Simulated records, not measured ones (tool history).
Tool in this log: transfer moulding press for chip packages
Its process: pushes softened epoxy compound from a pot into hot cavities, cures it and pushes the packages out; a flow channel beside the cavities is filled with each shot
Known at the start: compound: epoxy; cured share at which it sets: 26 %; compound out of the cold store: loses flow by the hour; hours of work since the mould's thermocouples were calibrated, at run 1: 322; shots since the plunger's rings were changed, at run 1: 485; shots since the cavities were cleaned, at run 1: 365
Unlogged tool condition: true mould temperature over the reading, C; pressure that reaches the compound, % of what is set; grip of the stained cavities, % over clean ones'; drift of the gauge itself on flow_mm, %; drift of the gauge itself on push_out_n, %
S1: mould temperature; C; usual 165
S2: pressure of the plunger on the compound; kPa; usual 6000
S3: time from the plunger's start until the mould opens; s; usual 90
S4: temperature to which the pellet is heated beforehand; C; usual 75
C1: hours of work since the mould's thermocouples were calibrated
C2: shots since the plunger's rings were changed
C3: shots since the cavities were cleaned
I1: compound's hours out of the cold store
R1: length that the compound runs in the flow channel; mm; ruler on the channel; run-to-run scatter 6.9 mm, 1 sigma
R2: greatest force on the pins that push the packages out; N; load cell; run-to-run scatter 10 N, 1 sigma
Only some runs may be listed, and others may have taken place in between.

{"run": 1, "hour": 0.0, "S1": 165, "S2": 6000, "S3": 90, "S4": 75, "C1": 322, "C2": 485, "C3": 365, "I1": 11.7, "R1": 1044, "R2": 505}
{"hour": 10.0, "done": "cavities cleaned with cleaning compound and waxed"}
{"run": 2, "hour": 11.4, "S1": 165, "S2": 6000, "S3": 90, "S4": 75, "C1": 329, "C2": 618, "C3": 19, "I1": 14.2, "R1": 1037, "R2": 471}
{"run": 3, "hour": 24.4, "S1": 165, "S2": 6000, "S3": 90, "S4": 75, "C1": 338, "C2": 792, "C3": 193, "I1": 33.9, "R1": 949, "R2": 460}
{"run": 4, "hour": 36.9, "S1": 165, "S2": 6000, "S3": 90, "S4": 75, "C1": 346, "C2": 958, "C3": 359, "I1": 19, "R1": 1008, "R2": 470}
{"hour": 47.5, "done": "cavities cleaned with cleaning compound and waxed"}
{"run": 5, "hour": 47.5, "S1": 165, "S2": 6000, "S3": 90, "S4": 75, "C1": 353, "C2": 1081, "C3": 0, "I1": 12.6, "R1": 1026, "R2": 503}
{"run": 6, "hour": 57.3, "S1": 165, "S2": 6000, "S3": 90, "S4": 75, "C1": 359, "C2": 1212, "C3": 131, "I1": 8.9, "R1": 1056, "R2": 509}
{"run": 7, "hour": 74.3, "S1": 165, "S2": 6000, "S3": 87, "S4": 75, "C1": 371, "C2": 1439, "C3": 358, "I1": 16.8, "R1": 1025, "R2": 540}
{"hour": 85.0, "done": "cavities cleaned with cleaning compound and waxed"}
{"run": 8, "hour": 91.8, "S1": 161, "S2": 6000, "S3": 90, "S4": 75, "C1": 382, "C2": 1654, "C3": 92, "I1": 44.8, "R1": 901, "R2": 603}
{"run": 9, "hour": 109.8, "S1": 161, "S2": 6000, "S3": 90, "S4": 75, "C1": 394, "C2": 1893, "C3": 331, "I1": 45, "R1": 902, "R2": 595}
{"hour": 123.3, "done": "cavities cleaned with cleaning compound and waxed"}
{"run": 10, "hour": 130.1, "S1": 161, "S2": 6000, "S3": 90, "S4": 75, "C1": 407, "C2": 2145, "C3": 91, "I1": 29.8, "R1": 969, "R2": 624}
{"run": 11, "hour": 138.5, "S1": 161, "S2": 6000, "S3": 90, "S4": 75, "C1": 412, "C2": 2258, "C3": 204, "I1": 40.2, "R1": 933, "R2": 603}
{"run": 12, "hour": 147.3, "S1": 161, "S2": 6000, "S3": 90, "S4": 75, "C1": 418, "C2": 2375, "C3": 321, "I1": 12.8, "R1": 1059, "R2": 674}
{"hour": 161.0, "done": "cavities cleaned with cleaning compound and waxed"}
{"run": 13, "hour": 168.5, "S1": 165, "S2": 6000, "S3": 101, "S4": 75, "C1": 432, "C2": 2639, "C3": 100, "I1": 13.3, "R1": 1027, "R2": 417}
{"run": 14, "hour": 184.1, "S1": 165, "S2": 6000, "S3": 101, "S4": 75, "C1": 442, "C2": 2848, "C3": 309, "I1": 32.2, "R1": 952, "R2": 413}
{"run": 15, "hour": 192.7, "S1": 165, "S2": 6000, "S3": 101, "S4": 75, "C1": 448, "C2": 2964, "C3": 425, "I1": 39.7, "R1": 894, "R2": 407}
{"hour": 198.8, "done": "cavities cleaned with cleaning compound and waxed"}
{"run": 16, "hour": 207.0, "S1": 165, "S2": 6000, "S3": 72, "S4": 65, "C1": 457, "C2": 3134, "C3": 110, "I1": 14.3, "R1": 1041, "R2": 902}
{"run": 17, "hour": 221.6, "S1": 166, "S2": 4730, "S3": 83, "S4": 84, "C1": 467, "C2": 3330, "C3": 306, "I1": 47.9, "R1": 764, "R2": 487}
{"hour": 236.4, "done": "cavities cleaned with cleaning compound and waxed"}
{"run": 18, "hour": 237.3, "S1": 166, "S2": 4730, "S3": 83, "S4": 84, "C1": 476, "C2": 3520, "C3": 12, "I1": 26.9, "R1": 861, "R2": 519}
{"run": 19, "hour": 247.5, "S1": 166, "S2": 4730, "S3": 83, "S4": 84, "C1": 483, "C2": 3655, "C3": 147, "I1": 24.9, "R1": 873, "R2": 527}
{"run": 20, "hour": 258.5, "S1": 171, "S2": 7290, "S3": 86, "S4": 84, "C1": 491, "C2": 3804, "C3": 296, "I1": 22.5, "R1": 1068, "R2": 410}
{"run": 21, "hour": 269.2, "S1": 171, "S2": 4650, "S3": 86, "S4": 84, "C1": 498, "C2": 3947, "C3": 439, "I1": 8.4, "R1": 912, "R2": 405}
{"hour": 274.7, "done": "cavities cleaned with cleaning compound and waxed"}
{"hour": 287.0, "done": "plunger's sealing rings changed"}
{"run": 22, "hour": 292.1, "S1": 164, "S2": 6000, "S3": 75, "S4": 75, "C1": 511, "C2": 68, "C3": 198, "I1": 21.1, "R1": 1006, "R2": 848}
{"run": 23, "hour": 310.2, "S1": 164, "S2": 5830, "S3": 75, "S4": 84, "C1": 523, "C2": 310, "C3": 440, "I1": 31.1, "R1": 948, "R2": 743}
{"hour": 315.0, "done": "cavities cleaned with cleaning compound and waxed"}
{"run": 24, "hour": 325.7, "S1": 164, "S2": 5830, "S3": 75, "S4": 84, "C1": 533, "C2": 498, "C3": 144, "I1": 39, "R1": 894, "R2": 735}
{"run": 25, "hour": 337.7, "S1": 164, "S2": 5830, "S3": 75, "S4": 84, "C1": 541, "C2": 659, "C3": 305, "I1": 22.5, "R1": 986, "R2": 774}
{"run": 26, "hour": 345.9, "S1": 166, "S2": 6000, "S3": 105, "S4": 75, "C1": 546, "C2": 768, "C3": 414, "I1": 20, "R1": 1006, "R2": 394}
{"hour": 353.1, "done": "mould's thermocouples calibrated"}
{"hour": 354.6, "done": "cavities cleaned with cleaning compound and waxed"}
{"run": 27, "hour": 360.4, "S1": 166, "S2": 6000, "S3": 105, "S4": 75, "C1": 4, "C2": 916, "C3": 79, "I1": 19.3, "R1": 1000, "R2": 404}

5 options for the next run, each taken on its own from the tool as it stands now. Forecast them:
{"run": "A", "hour": 371.8, "S1": 169, "S2": 6000, "S3": 117, "S4": 75, "C1": 12, "C2": 1068, "C3": 231, "I1": 30, "R1": "?", "R2": "?"}
{"run": "B", "hour": 371.8, "S1": 170, "S2": 5350, "S3": 105, "S4": 75, "C1": 12, "C2": 1068, "C3": 231, "I1": 30.7, "R1": "?", "R2": "?"}
{"run": "C", "hour": 371.8, "S1": 166, "S2": 6000, "S3": 105, "S4": 66, "C1": 12, "C2": 1068, "C3": 231, "I1": 26.2, "R1": "?", "R2": "?"}
{"run": "D", "hour": 371.8, "S1": 166, "S2": 6780, "S3": 105, "S4": 75, "C1": 12, "C2": 1068, "C3": 231, "I1": 14.4, "R1": "?", "R2": "?"}
{"run": "E", "hour": 371.8, "S1": 162, "S2": 6000, "S3": 82, "S4": 75, "C1": 12, "C2": 1068, "C3": 231, "I1": 21.5, "R1": "?", "R2": "?"}

run=A R1=937 R2=389
run=B R1=887 R2=388
run=C R1=973 R2=396
run=D R1=1095 R2=392
run=E R1=1018 R2=722
Had the tool no hidden state, the same runs would have come out as:
run=A R1=937 R2=387
run=B R1=887 R2=387
run=C R1=974 R2=395
run=D R1=1095 R2=390
run=E R1=1019 R2=719

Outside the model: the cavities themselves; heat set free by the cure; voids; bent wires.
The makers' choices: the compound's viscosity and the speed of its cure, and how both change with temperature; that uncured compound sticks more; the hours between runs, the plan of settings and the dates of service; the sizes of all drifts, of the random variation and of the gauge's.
